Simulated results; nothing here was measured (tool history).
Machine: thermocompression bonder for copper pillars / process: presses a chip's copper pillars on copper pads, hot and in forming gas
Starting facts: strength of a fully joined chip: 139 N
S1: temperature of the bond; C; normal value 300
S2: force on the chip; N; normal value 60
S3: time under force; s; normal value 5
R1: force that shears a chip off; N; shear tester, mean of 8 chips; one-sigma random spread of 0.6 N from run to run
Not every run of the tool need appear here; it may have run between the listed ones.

| run | hour | S1 | S2 | S3 | R1 |
|---|---|---|---|---|---|
| 1 | 0 | 300 | 60 | 5 | 78.9 |
| 2 | 12.1 | 300 | 60 | 5 | 78 |
| 3 | 19.1 | 300 | 60 | 5 | 77.1 |
| 4 | 30.6 | 300 | 60 | 5 | 77.7 |
| 5 | 44.7 | 300 | 60 | 5 | 76.5 |
| 6 | 57 | 300 | 60 | 5 | 76.2 |
| 7 | 69.6 | 300 | 60 | 5 | 76.4 |
| 8 | 79.4 | 300 | 60 | 5 | 76.5 |
| 9 | 89.4 | 300 | 60 | 5 | 76.4 |
| 10 | 96.6 | 300 | 60 | 5 | 75.7 |
| 11 | 105.4 | 292 | 60 | 5 | 69.6 |
| 12 | 111.9 | 292 | 60 | 5 | 70.8 |
| 13 | 122.8 | 292 | 60 | 5 | 69.9 |
| 14 | 136.8 | 300 | 51 | 5 | 69 |
| 15 | 146.2 | 300 | 60 | 5 | 76.6 |
| 16 | 153.1 | 300 | 60 | 5 | 74 |
| 17 | 160.7 | 300 | 60 | 5 | 74.9 |
| 18 | 174.9 | 276 | 64 | 5 | 60.4 |
|  | 177.6 | force cell calibrated |
|  | 178.1 | forming gas filter changed |
| 19 | 187.8 | 282 | 69 | 10 | 94 |
| 20 | 198.9 | 300 | 84 | 5 | 98 |
| 21 | 207.5 | 285 | 60 | 7 | 81.5 |
| 22 | 220.9 | 310 | 60 | 9 | 104.1 |
| 23 | 233.6 | 310 | 60 | 9 | 105.6 |
| 24 | 246.6 | 297 | 66 | 5 | 84.6 |
|  | 255.2 | force cell calibrated, once more |
| 25 | 259.4 | 315 | 66 | 5 | 96.6 |
| 26 | 270.6 | 294 | 52 | 5 | 70.4 |
| 27 | 276.9 | 300 | 69 | 13 | 108.8 |
| 28 | 291.2 | 278 | 69 | 13 | 93.6 |
| 29 | 303.4 | 280 | 60 | 9 | 80.8 |
| 30 | 316.3 | 280 | 60 | 9 | 80 |

Below are 3 alternative next runs, each starting from the tool's condition after run 30. Predict each:
| A | 324.4 | 280 | 51 | 3 | ? |
| B | 324.4 | 325 | 60 | 5 | ? |
| C | 324.4 | 307 | 60 | 5 | ? |

| run | R1 |
|---|---|
| A | 49.5 |
| B | 98.5 |
| C | 86.4 |
With the hidden condition removed and each run's random variation left untouched, the same runs would have given:
| run | R1 |
|---|---|
| A | 49.1 |
| B | 99.5 |
| C | 86.8 |

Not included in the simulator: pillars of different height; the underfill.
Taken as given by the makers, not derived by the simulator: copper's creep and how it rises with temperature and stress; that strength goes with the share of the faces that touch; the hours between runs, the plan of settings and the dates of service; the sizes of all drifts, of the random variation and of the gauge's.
